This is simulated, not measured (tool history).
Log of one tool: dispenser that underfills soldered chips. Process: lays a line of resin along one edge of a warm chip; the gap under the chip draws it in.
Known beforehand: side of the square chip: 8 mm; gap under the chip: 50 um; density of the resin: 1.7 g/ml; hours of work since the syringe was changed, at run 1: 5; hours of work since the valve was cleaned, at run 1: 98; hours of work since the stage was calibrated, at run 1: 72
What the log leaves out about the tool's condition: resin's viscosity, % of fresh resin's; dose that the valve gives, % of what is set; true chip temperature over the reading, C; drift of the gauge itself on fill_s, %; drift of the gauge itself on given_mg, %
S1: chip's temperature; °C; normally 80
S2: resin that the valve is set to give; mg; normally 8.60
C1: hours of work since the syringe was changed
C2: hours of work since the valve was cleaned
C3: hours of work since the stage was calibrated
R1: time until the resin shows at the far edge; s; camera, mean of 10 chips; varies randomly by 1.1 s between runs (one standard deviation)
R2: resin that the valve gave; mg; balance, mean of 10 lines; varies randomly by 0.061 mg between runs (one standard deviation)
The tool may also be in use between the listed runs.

Run 1, hour 0.0: usual settings; C1 5; C2 98; C3 72. Result: R1 157.5 s, R2 7.84 mg.
Run 2, hour 5.4: usual settings; C1 8; C2 101; C3 75. Result: R1 208.1 s, R2 7.89 mg.
At hour 9.2: new syringe of resin.
Run 3, hour 18.7: usual settings but S2 9.86 mg; C1 6; C2 109; C3 84. Result: R1 176.8 s, R2 8.76 mg.
At hour 25.4: new syringe of resin.
Run 4, hour 31.6: usual settings but S2 9.86 mg; C1 4; C2 117; C3 91. Result: R1 146.4 s, R2 8.66 mg.
Run 5, hour 38.5: usual settings but S2 9.86 mg; C1 8; C2 121; C3 96. Result: R1 207.0 s, R2 8.67 mg.
At hour 41.5: new syringe of resin.
Run 6, hour 49.7: usual settings but S2 8.77 mg; C1 5; C2 128; C3 103. Result: R1 168.2 s, R2 7.63 mg.
At hour 57.4: new syringe of resin.
Run 7, hour 57.4: usual settings but S2 9.94 mg; C1 0; C2 133; C3 107. Result: R1 102.1 s, R2 8.67 mg.
Run 8, hour 66.3: usual settings but S2 9.94 mg; C1 6; C2 138; C3 113. Result: R1 169.1 s, R2 8.50 mg.
At hour 73.5: new syringe of resin.
Run 9, hour 75.2: usual settings but S2 9.94 mg; C1 1; C2 144; C3 118. Result: R1 114.6 s, R2 8.54 mg.
At hour 77.3: dispensing valve cleaned and set on the balance.
Run 10, hour 85.2: usual settings but S2 9.94 mg; C1 7; C2 5; C3 124. Result: R1 180.8 s, R2 9.94 mg.
At hour 91.0: new syringe of resin.
Run 11, hour 97.5: usual settings but S2 9.94 mg; C1 4; C2 12; C3 131. Result: R1 147.4 s, R2 9.95 mg.
At hour 106.8: new syringe of resin.
Run 12, hour 109.5: usual settings but S1 67 °C, S2 7.67 mg; C1 2; C2 20; C3 139. Result: R1 217.5 s, R2 7.52 mg.
Run 13, hour 117.1: usual settings but S1 86 °C, S2 8.58 mg; C1 6; C2 25; C3 143. Result: R1 143.7 s, R2 8.43 mg.
At hour 122.8: new syringe of resin.
Run 14, hour 128.6: usual settings but S1 86 °C, S2 8.44 mg; C1 4; C2 32; C3 150. Result: R1 109.9 s, R2 8.16 mg.
At hour 139.4: new syringe of resin.
Run 15, hour 140.1: usual settings but S1 92 °C, S2 8.17 mg; C1 0; C2 39; C3 158. Result: R1 67.1 s, R2 8.03 mg.
Run 16, hour 148.6: usual settings but S1 92 °C, S2 8.17 mg; C1 6; C2 44; C3 163. Result: R1 104.5 s, R2 7.91 mg.
At hour 155.7: new syringe of resin.
Run 17, hour 158.7: usual settings but S1 87 °C, S2 10.90 mg; C1 2; C2 50; C3 169. Result: R1 88.1 s, R2 10.33 mg.
Run 18, hour 164.3: usual settings but S1 86 °C, S2 8.94 mg; C1 5; C2 54; C3 172. Result: R1 127.3 s, R2 8.51 mg.
At hour 171.4: new syringe of resin.
Run 19, hour 173.1: usual settings but S2 8.09 mg; C1 1; C2 59; C3 178. Result: R1 114.8 s, R2 7.67 mg.
Run 20, hour 183.0: usual settings but S1 71 °C, S2 9.16 mg; C1 7; C2 65; C3 184. Result: R1 285.6 s, R2 8.60 mg.
At hour 187.4: new syringe of resin.
Run 21, hour 191.0: usual settings but S1 93 °C, S2 8.16 mg; C1 2; C2 70; C3 189. Result: R1 75.1 s, R2 7.58 mg.
Run 22, hour 198.5: usual settings but S1 66 °C, S2 10.72 mg; C1 7; C2 75; C3 194. Result: R1 339.9 s, R2 9.98 mg.

Forecast each of these 4 alternatives for the next run:
At hour 203.2: new syringe of resin.
Run A, hour 204.6: usual settings but S1 88 °C, S2 8.20 mg; C1 1; C2 78; C3 197. Result: R1 ?, R2 ?.
At hour 203.2: new syringe of resin.
Run B, hour 204.6: usual settings but S1 93 °C, S2 7.71 mg; C1 1; C2 78; C3 197. Result: R1 ?, R2 ?.
At hour 203.2: new syringe of resin.
Run C, hour 204.6: usual settings but S1 71 °C, S2 7.87 mg; C1 1; C2 78; C3 197. Result: R1 ?, R2 ?.
At hour 203.2: new syringe of resin.
Run D, hour 204.6: usual settings but S1 92 °C, S2 10.40 mg; C1 1; C2 78; C3 197. Result: R1 ?, R2 ?.

run     R1    R2
  A   81.5  7.54
  B   67.8  7.09
  C  168.1  7.20
  D   66.8  9.53
Without the tool's hidden state the same runs would have given:
run     R1     R2
  A   77.8   8.17
  B   64.3   7.68
  C  160.7   7.80
  D   64.3  10.34
